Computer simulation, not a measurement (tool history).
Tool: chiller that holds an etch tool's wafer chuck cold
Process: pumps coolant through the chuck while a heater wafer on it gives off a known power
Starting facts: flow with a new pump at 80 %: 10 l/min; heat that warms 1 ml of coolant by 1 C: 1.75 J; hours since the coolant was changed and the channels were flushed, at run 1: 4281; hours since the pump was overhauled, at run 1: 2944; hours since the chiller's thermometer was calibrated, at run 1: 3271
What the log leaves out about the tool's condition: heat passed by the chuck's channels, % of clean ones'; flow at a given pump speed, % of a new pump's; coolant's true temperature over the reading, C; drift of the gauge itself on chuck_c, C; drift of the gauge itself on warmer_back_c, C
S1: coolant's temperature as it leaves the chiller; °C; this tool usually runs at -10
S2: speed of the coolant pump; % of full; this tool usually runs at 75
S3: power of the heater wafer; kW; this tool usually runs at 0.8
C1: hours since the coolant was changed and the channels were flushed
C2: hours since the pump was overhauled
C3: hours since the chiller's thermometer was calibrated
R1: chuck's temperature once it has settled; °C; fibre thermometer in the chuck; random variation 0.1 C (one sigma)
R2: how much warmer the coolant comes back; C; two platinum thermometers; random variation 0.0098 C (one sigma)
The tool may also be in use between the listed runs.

{"run": 1, "hour": 0.0, "S1": -10, "S2": 75, "S3": 0.8, "C1": 4281, "C2": 2944, "C3": 3271, "R1": 2.9, "R2": 3.061}
{"run": 2, "hour": 64.6, "S1": -10, "S2": 75, "S3": 0.8, "C1": 4346, "C2": 3008, "C3": 3335, "R1": 3, "R2": 3.072}
{"run": 3, "hour": 171.4, "S1": -17, "S2": 75, "S3": 0.8, "C1": 4453, "C2": 3115, "C3": 3442, "R1": -4, "R2": 3.063}
{"hour": 188.0, "done": "coolant changed, channels flushed"}
{"run": 4, "hour": 260.6, "S1": -10, "S2": 87, "S3": 0.8, "C1": 73, "C2": 3198, "C3": 3525, "R1": 0.5, "R2": 2.62}
{"run": 5, "hour": 368.6, "S1": -10, "S2": 87, "S3": 0.8, "C1": 181, "C2": 3306, "C3": 3633, "R1": 0.4, "R2": 2.597}
{"run": 6, "hour": 469.2, "S1": -10, "S2": 87, "S3": 0.8, "C1": 281, "C2": 3407, "C3": 3734, "R1": 0.3, "R2": 2.599}
{"run": 7, "hour": 534.7, "S1": -10, "S2": 87, "S3": 0.8, "C1": 347, "C2": 3472, "C3": 3799, "R1": 0.4, "R2": 2.612}
{"run": 8, "hour": 638.4, "S1": -10, "S2": 75, "S3": 0.8, "C1": 450, "C2": 3576, "C3": 3903, "R1": 1.8, "R2": 3.078}
{"run": 9, "hour": 690.2, "S1": -10, "S2": 75, "S3": 0.8, "C1": 502, "C2": 3628, "C3": 3955, "R1": 1.7, "R2": 3.089}
{"run": 10, "hour": 770.9, "S1": -10, "S2": 75, "S3": 0.8, "C1": 583, "C2": 3709, "C3": 4036, "R1": 1.6, "R2": 3.084}
{"run": 11, "hour": 853.0, "S1": -10, "S2": 75, "S3": 0.8, "C1": 665, "C2": 3791, "C3": 4118, "R1": 1.9, "R2": 3.089}
{"run": 12, "hour": 913.6, "S1": -10, "S2": 75, "S3": 0.8, "C1": 726, "C2": 3851, "C3": 4178, "R1": 1.8, "R2": 3.085}
{"run": 13, "hour": 964.3, "S1": -10, "S2": 75, "S3": 0.8, "C1": 776, "C2": 3902, "C3": 4229, "R1": 1.8, "R2": 3.09}
{"hour": 980.0, "done": "coolant pump overhauled"}
{"run": 14, "hour": 1063.2, "S1": -10, "S2": 75, "S3": 0.8, "C1": 870, "C2": 83, "C3": 4323, "R1": 1.9, "R2": 3.118}
{"run": 15, "hour": 1135.5, "S1": -10, "S2": 75, "S3": 0.8, "C1": 942, "C2": 156, "C3": 4395, "R1": 2, "R2": 3.128}
{"run": 16, "hour": 1232.1, "S1": -10, "S2": 75, "S3": 0.8, "C1": 1039, "C2": 252, "C3": 4492, "R1": 2, "R2": 3.112}
{"hour": 1346.6, "done": "coolant pump overhauled, once more"}
{"run": 17, "hour": 1352.6, "S1": -3, "S2": 75, "S3": 0.611, "C1": 1155, "C2": 6, "C3": 4607, "R1": 6, "R2": 2.245}
{"run": 18, "hour": 1451.7, "S1": -9, "S2": 64, "S3": 1.122, "C1": 1254, "C2": 105, "C3": 4706, "R1": 9, "R2": 4.924}
{"run": 19, "hour": 1559.3, "S1": -7, "S2": 96, "S3": 0.936, "C1": 1361, "C2": 213, "C3": 4814, "R1": 4.5, "R2": 2.629}
{"run": 20, "hour": 1632.4, "S1": -15, "S2": 66, "S3": 0.8, "C1": 1434, "C2": 286, "C3": 4887, "R1": -2.3, "R2": 3.39}
{"run": 21, "hour": 1697.8, "S1": -9, "S2": 63, "S3": 0.628, "C1": 1500, "C2": 351, "C3": 4952, "R1": 1.5, "R2": 2.797}
{"run": 22, "hour": 1812.6, "S1": -9, "S2": 78, "S3": 0.672, "C1": 1615, "C2": 466, "C3": 5067, "R1": 0.8, "R2": 2.386}
{"run": 23, "hour": 1922.3, "S1": -10, "S2": 75, "S3": 0.684, "C1": 1724, "C2": 576, "C3": 5177, "R1": 0.2, "R2": 2.516}
{"run": 24, "hour": 2031.3, "S1": -8, "S2": 69, "S3": 1.109, "C1": 1833, "C2": 685, "C3": 5286, "R1": 9, "R2": 4.506}
{"run": 25, "hour": 2144.7, "S1": -8, "S2": 69, "S3": 1.109, "C1": 1947, "C2": 798, "C3": 5399, "R1": 9.3, "R2": 4.5}
{"hour": 2182.5, "done": "chiller's thermometer calibrated"}
{"run": 26, "hour": 2250.2, "S1": -7, "S2": 69, "S3": 0.523, "C1": 2051, "C2": 903, "C3": 68, "R1": 1, "R2": 2.122}
{"run": 27, "hour": 2346.7, "S1": -7, "S2": 66, "S3": 0.553, "C1": 2148, "C2": 999, "C3": 164, "R1": 1.8, "R2": 2.374}
{"run": 28, "hour": 2403.9, "S1": -7, "S2": 66, "S3": 0.553, "C1": 2205, "C2": 1056, "C3": 221, "R1": 1.8, "R2": 2.36}
{"run": 29, "hour": 2519.1, "S1": -5, "S2": 75, "S3": 1.005, "C1": 2320, "C2": 1172, "C3": 337, "R1": 9.7, "R2": 3.753}
{"run": 30, "hour": 2625.5, "S1": -10, "S2": 75, "S3": 0.62, "C1": 2427, "C2": 1278, "C3": 443, "R1": -0.8, "R2": 2.323}
{"run": 31, "hour": 2688.6, "S1": -4, "S2": 85, "S3": 0.588, "C1": 2490, "C2": 1341, "C3": 506, "R1": 3.9, "R2": 1.917}
{"run": 32, "hour": 2778.6, "S1": -4, "S2": 85, "S3": 0.588, "C1": 2580, "C2": 1431, "C3": 596, "R1": 3.9, "R2": 1.923}

Alternative continuations, all from the tool just after run 32; predict every row:
{"run": "A", "hour": 2869.2, "S1": -17, "S2": 85, "S3": 0.487, "C1": 2670, "C2": 1522, "C3": 687, "R1": "?", "R2": "?"}
{"run": "B", "hour": 2869.2, "S1": -10, "S2": 75, "S3": 0.436, "C1": 2670, "C2": 1522, "C3": 687, "R1": "?", "R2": "?"}
{"run": "C", "hour": 2869.2, "S1": -17, "S2": 92, "S3": 0.883, "C1": 2670, "C2": 1522, "C3": 687, "R1": "?", "R2": "?"}

run=A R1=-10.3 R2=1.593
run=B R1=-3.3 R2=1.637
run=C R1=-5.5 R2=2.637
What these runs would have given with no unlogged condition in the tool:
run=A R1=-11 R2=1.569
run=B R1=-4 R2=1.613
run=C R1=-6.6 R2=2.598
